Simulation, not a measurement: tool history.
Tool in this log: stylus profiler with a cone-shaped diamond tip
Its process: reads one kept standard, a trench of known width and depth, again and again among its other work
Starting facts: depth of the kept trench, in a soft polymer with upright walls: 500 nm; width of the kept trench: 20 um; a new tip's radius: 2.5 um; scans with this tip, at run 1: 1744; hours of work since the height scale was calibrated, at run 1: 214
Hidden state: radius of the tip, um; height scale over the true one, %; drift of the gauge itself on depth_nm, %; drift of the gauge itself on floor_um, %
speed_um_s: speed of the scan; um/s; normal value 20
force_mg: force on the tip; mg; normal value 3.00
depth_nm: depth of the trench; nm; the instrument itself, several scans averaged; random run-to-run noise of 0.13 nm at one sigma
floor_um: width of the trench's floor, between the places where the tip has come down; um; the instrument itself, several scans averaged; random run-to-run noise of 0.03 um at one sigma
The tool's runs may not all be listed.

run,day,speed_um_s,force_mg,scans with this tip,hours of work since the height scale was calibrated,depth_nm,floor_um
1,0.000,20,3.00,1744,214,509.66,16.89
2,0.788,20,3.00,1867,229,509.53,16.89
3,1.279,20,3.00,1944,238,509.66,16.83
4,1.667,20,3.00,2004,246,509.34,16.87
5,2.462,20,3.00,2128,261,509.28,16.82
6,3.300,14,3.00,2260,277,509.63,16.89
7,4.054,13,3.00,2377,291,509.66,16.90
8,4.604,20,3.00,2464,302,509.43,16.83
9,5.442,20,3.00,2594,318,509.67,16.89
10,6.150,20,3.00,2705,331,509.32,16.82
11,6.683,22,3.00,2788,342,509.43,16.83
12,7.412,8,1.05,2902,356,504.31,16.83
13,8.067,8,1.05,3005,368,504.42,16.84
14,8.742,8,1.05,3110,381,504.41,16.88
15,9.358,39,6.60,3206,393,516.19,16.84
16,9.738,34,8.60,3266,400,519.28,16.78
17,10.129,60,1.89,3327,408,506.74,16.80
18,10.662,60,1.89,3411,418,506.84,16.69
19,11.396,36,1.88,3525,432,506.60,16.78
20,12.167,36,1.88,3646,447,506.57,16.77

Hidden state or all else? Some run-to-run changes of depth_nm, split into what the settings, what came in and random variation would give without the hidden state, and what is left for the hidden state (with any gauge scatter that isn't in both results):
Run 1 -> 2: no setting touched and nothing written in the log between the runs. depth_nm -0.13 nm: hidden state -0.02, all else -0.11.
Run 4 -> 5: no setting touched and nothing written in the log between the runs. depth_nm -0.06 nm: hidden state -0.02, all else -0.04.
Run 14 -> 15: speed_um_s 8 -> 39, force_mg 1.05 -> 6.60. depth_nm +11.78 nm: hidden state -0.02, all else +11.80.
Run 16 -> 17: speed_um_s 34 -> 60, force_mg 8.60 -> 1.89. depth_nm -12.54 nm: hidden state +0.01, all else -12.55.
